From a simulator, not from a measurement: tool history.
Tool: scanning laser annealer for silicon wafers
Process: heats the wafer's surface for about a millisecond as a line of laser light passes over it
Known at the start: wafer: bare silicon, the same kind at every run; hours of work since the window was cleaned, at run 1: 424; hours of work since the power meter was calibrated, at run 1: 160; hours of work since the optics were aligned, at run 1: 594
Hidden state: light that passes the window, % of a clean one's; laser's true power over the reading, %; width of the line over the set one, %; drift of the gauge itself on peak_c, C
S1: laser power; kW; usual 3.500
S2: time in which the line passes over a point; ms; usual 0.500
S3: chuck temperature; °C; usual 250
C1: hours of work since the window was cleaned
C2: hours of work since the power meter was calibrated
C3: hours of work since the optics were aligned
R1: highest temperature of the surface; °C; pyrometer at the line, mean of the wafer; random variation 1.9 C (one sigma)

run   hour     S1     S2   S3   C1   C2   C3    R1
  1    0.0  3.500  0.500  250  424  160  594  1054
  2    5.4  3.500  0.500  243  427  162  597  1048
  3   14.0  3.500  0.350  250  431  166  601   935
  4   21.5  3.500  0.350  250  434  170  604   935
  5   30.1  3.279  0.500  250  438  174  608  1002
  6   34.5  3.500  0.500  260  440  176  610  1061
  7   39.1  3.500  0.500  260  443  178  613  1060
  8   44.2  3.500  0.500  260  445  180  615  1059
  9   49.4  3.500  0.500  260  448  183  617  1059
 10   55.4  3.500  0.500  260  450  186  620  1060
 11   61.5  3.500  0.500  226  453  189  623  1027
 12   66.2  3.500  0.500  226  455  191  625  1026
 13   71.9  3.500  0.500  226  458  194  628  1029
 14   78.3  3.500  0.500  226  461  197  631  1024
 15   85.4  3.500  0.500  226  465  200  634  1023
 16   91.6  3.500  0.500  226  468  203  637  1025
 17   98.6  3.500  0.500  226  471  206  641  1022
 18  105.1  3.500  0.500  279  474  209  644  1074
 19  113.5  3.500  0.500  279  478  213  648  1075
 20  118.5  3.500  0.500  231  480  216  650  1030
 21  122.9  3.500  0.500  231  482  218  652  1029
 22  126.8  3.500  0.500  231  484  220  654  1030
 23  135.1  3.176  0.500  231  488  223  658   960
 24  141.7  3.559  0.500  231  491  227  661  1043
 25  147.2  3.500  0.601  250  494  229  664  1111
 26  154.7  3.500  0.601  250  497  233  667  1113
 27  160.7  3.767  0.461  211  500  236  670  1034
 28  164.9  3.767  0.461  211  502  238  672  1033
 29  172.5  3.767  0.461  211  506  241  676  1034
 30  178.4  3.363  0.500  243  509  244  678  1009
 31  182.1  3.363  0.500  243  510  246  680  1010
 32  188.8  3.410  0.483  250  514  249  683  1013
 33  195.2  3.500  0.577  250  517  252  686  1097
 34  203.6  3.222  0.500  270  520  256  690  1004
 35  208.9  3.715  0.500  221  523  258  693  1060
 36  213.1  3.588  0.386  275  525  260  695  1005
 37  218.2  3.528  0.363  250  527  263  697   950
 38  222.8  3.528  0.363  250  530  265  700   950
 39  228.4  3.528  0.363  250  532  268  702   948
 40  232.6  3.528  0.363  250  534  270  704   944
 41  236.7  3.826  0.500  272  536  272  706  1137
 42  245.6  3.731  0.612  262  540  276  710  1181

3 ways to go on from here, each from the tool as it stands after run 42. What would each give?
  A  250.7  3.500  0.613  290  543  278  713   ?
  B  250.7  3.357  0.491  277  543  278  713   ?
  C  250.7  3.731  0.511  262  543  278  713   ?

run    R1
  A  1158
  B  1031
  C  1114
Without the tool's hidden state the same runs would have given:
run    R1
  A  1202
  B  1071
  C  1158

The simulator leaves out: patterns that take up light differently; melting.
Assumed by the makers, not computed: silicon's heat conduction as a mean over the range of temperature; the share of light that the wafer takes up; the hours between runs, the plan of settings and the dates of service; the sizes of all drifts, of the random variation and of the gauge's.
